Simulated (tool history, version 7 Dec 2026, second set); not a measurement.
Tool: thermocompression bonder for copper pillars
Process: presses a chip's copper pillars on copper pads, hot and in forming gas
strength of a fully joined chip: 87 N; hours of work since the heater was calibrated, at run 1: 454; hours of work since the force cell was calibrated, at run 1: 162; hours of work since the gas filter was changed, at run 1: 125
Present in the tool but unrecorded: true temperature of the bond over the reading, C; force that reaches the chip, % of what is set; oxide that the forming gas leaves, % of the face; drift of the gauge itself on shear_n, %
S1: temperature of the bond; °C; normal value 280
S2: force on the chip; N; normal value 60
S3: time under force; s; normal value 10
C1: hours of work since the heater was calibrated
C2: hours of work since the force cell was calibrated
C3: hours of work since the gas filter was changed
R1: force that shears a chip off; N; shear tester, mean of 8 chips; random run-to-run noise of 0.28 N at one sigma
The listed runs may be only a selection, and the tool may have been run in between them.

run	day	S1	S2	S3	C1	C2	C3	R1
1	0.000	280	60	10	454	162	125	51.6
# day 1.362: forming gas filter changed
2	3.783	280	60	10	521	229	43	51.3
3	6.358	280	60	10	566	274	89	51.6
4	9.475	280	60	10	622	330	144	51.6
# day 9.829: forming gas filter changed
5	12.012	280	74	10	666	374	39	60.7
# day 13.450: heater calibrated with a thermocouple chip
6	14.088	280	74	10	11	410	74	60.9
7	16.642	280	74	10	57	455	119	60.7
# day 18.204: forming gas filter changed
8	18.542	280	60	8	90	488	6	48.3
9	21.488	280	67	10	142	540	58	57.0
10	24.383	280	67	26	194	592	110	71.0
# day 26.571: forming gas filter changed
11	27.046	280	67	26	240	639	8	71.0

Run 12 is up next; what results do you expect?
12	29.300	280	67	26	280	679	48	?

{"run 12": {"R1": 70.7}}
Minus the tool's unlogged condition, the same run would have read R1 70.6 N.
